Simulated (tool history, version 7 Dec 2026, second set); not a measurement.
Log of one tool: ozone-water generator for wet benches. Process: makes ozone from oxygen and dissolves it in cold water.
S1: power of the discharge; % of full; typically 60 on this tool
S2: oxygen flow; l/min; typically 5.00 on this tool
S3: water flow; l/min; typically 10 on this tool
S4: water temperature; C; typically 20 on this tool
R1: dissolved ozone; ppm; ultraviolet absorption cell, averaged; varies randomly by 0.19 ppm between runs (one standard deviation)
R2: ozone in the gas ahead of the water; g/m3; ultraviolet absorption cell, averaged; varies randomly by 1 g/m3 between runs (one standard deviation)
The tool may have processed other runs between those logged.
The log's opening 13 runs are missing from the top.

| run | hour | S1 | S2 | S3 | S4 | R1 | R2 |
|---|---|---|---|---|---|---|---|
| 14 | 865.3 | 60 | 5.00 | 10 | 24 | 23.6 | 168.9 |
| 15 | 948.7 | 60 | 5.00 | 10 | 20 | 26.2 | 169.8 |
| 16 | 1033.7 | 91 | 5.00 | 10 | 20 | 36.5 | 241.8 |
| 17 | 1110.9 | 91 | 5.00 | 10 | 20 | 36.4 | 240.9 |
|  | 1122.1 | water thermometer calibrated |
| 18 | 1177.3 | 83 | 7.00 | 12 | 20 | 30.3 | 198.9 |
| 19 | 1237.6 | 51 | 5.00 | 10 | 20 | 21.9 | 146.3 |
| 20 | 1292.3 | 77 | 5.00 | 6 | 20 | 39.8 | 207.7 |
| 21 | 1363.4 | 68 | 5.00 | 10 | 24 | 26.1 | 188.8 |
| 22 | 1442.7 | 67 | 3.94 | 9 | 13 | 33.9 | 204.5 |
| 23 | 1528.3 | 67 | 3.94 | 9 | 13 | 33.3 | 204.6 |
| 24 | 1576.9 | 43 | 5.00 | 9 | 20 | 20.0 | 127.5 |
| 25 | 1647.4 | 48 | 3.07 | 8 | 20 | 23.0 | 167.6 |
| 26 | 1702.6 | 60 | 2.94 | 11 | 22 | 22.3 | 208.4 |
| 27 | 1785.9 | 60 | 2.89 | 11 | 17 | 23.9 | 207.9 |
| 28 | 1831.4 | 60 | 4.86 | 11 | 16 | 25.6 | 169.3 |
| 29 | 1867.8 | 73 | 4.48 | 10 | 20 | 30.0 | 208.4 |
| 30 | 1948.9 | 73 | 4.48 | 10 | 20 | 30.1 | 209.5 |
| 31 | 2029.3 | 60 | 7.44 | 8 | 20 | 26.9 | 142.4 |
| 32 | 2092.1 | 72 | 8.13 | 10 | 12 | 33.7 | 162.7 |
| 33 | 2171.8 | 72 | 8.13 | 10 | 12 | 33.5 | 161.7 |

Here are 3 independent what-if runs from the current tool condition. What would each one return?
| A | 2212.3 | 72 | 6.75 | 7 | 18 | ? | ? |
| B | 2212.3 | 53 | 8.13 | 10 | 27 | ? | ? |
| C | 2212.3 | 72 | 8.13 | 16 | 18 | ? | ? |

| run | R1 | R2 |
|---|---|---|
| A | 34.8 | 171.6 |
| B | 18.3 | 124.7 |
| C | 23.1 | 160.6 |
With the hidden condition removed and each run's random variation left untouched, the same runs would have given:
| run | R1 | R2 |
|---|---|---|
| A | 37.4 | 180.3 |
| B | 19.4 | 129.3 |
| C | 25.0 | 168.7 |
